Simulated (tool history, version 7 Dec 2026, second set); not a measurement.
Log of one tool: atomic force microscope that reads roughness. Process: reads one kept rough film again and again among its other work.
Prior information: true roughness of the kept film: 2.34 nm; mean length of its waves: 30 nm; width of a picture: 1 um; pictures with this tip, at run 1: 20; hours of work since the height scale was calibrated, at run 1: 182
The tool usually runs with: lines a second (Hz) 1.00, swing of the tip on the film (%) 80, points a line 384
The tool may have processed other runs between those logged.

| run | hour | lines a second (Hz) | swing of the tip on the film (%) | points a line | pictures with this tip | hours of work since the height scale was calibrated | roughness of the kept film (nm (root mean square)) |
|---|---|---|---|---|---|---|---|
| 1 | 0.0 | 1.00 | 80 | 384 | 20 | 182 | 1.936 |
|  | 25.3 | new tip fitted |
| 2 | 29.2 | 1.00 | 80 | 384 | 9 | 203 | 1.984 |
|  | 58.8 | new tip fitted |
| 3 | 68.4 | 1.00 | 80 | 384 | 21 | 232 | 1.908 |
|  | 92.2 | new tip fitted |
| 4 | 94.2 | 1.00 | 80 | 384 | 4 | 251 | 1.979 |
|  | 98.7 | height scale calibrated on a step standard |
| 5 | 123.7 | 1.00 | 80 | 384 | 66 | 19 | 1.771 |
|  | 128.1 | new tip fitted |
| 6 | 146.3 | 0.82 | 65 | 911 | 40 | 35 | 1.905 |
|  | 161.3 | new tip fitted |
| 7 | 164.3 | 3.01 | 76 | 911 | 6 | 48 | 1.893 |
|  | 193.4 | height scale calibrated on a step standard, once more |
|  | 196.2 | new tip fitted |
| 8 | 203.3 | 1.97 | 89 | 555 | 16 | 7 | 1.826 |
| 9 | 221.8 | 3.64 | 63 | 981 | 56 | 21 | 1.815 |
|  | 230.9 | new tip fitted |
| 10 | 246.8 | 3.64 | 63 | 981 | 34 | 39 | 1.856 |

5 ways to go on from here, each from the tool as it stands after run 10. What would each give?
|  | 264.1 | new tip fitted |
| A | 282.7 | 0.66 | 80 | 384 | 41 | 65 | ? |
|  | 264.1 | new tip fitted |
| B | 282.7 | 1.00 | 84 | 384 | 41 | 65 | ? |
|  | 264.1 | new tip fitted |
| C | 282.7 | 1.26 | 63 | 981 | 41 | 65 | ? |
|  | 264.1 | new tip fitted |
| D | 282.7 | 3.64 | 74 | 288 | 41 | 65 | ? |
|  | 264.1 | new tip fitted |
| E | 282.7 | 1.00 | 80 | 697 | 41 | 65 | ? |

| run | roughness of the kept film (nm (root mean square)) |
|---|---|
| A | 1.887 |
| B | 1.847 |
| C | 1.911 |
| D | 1.747 |
| E | 1.874 |
Stripped of hidden state, with their random variation kept, the same runs would have yielded:
| run | roughness of the kept film (nm (root mean square)) |
|---|---|
| A | 2.051 |
| B | 2.007 |
| C | 2.076 |
| D | 1.898 |
| E | 2.036 |
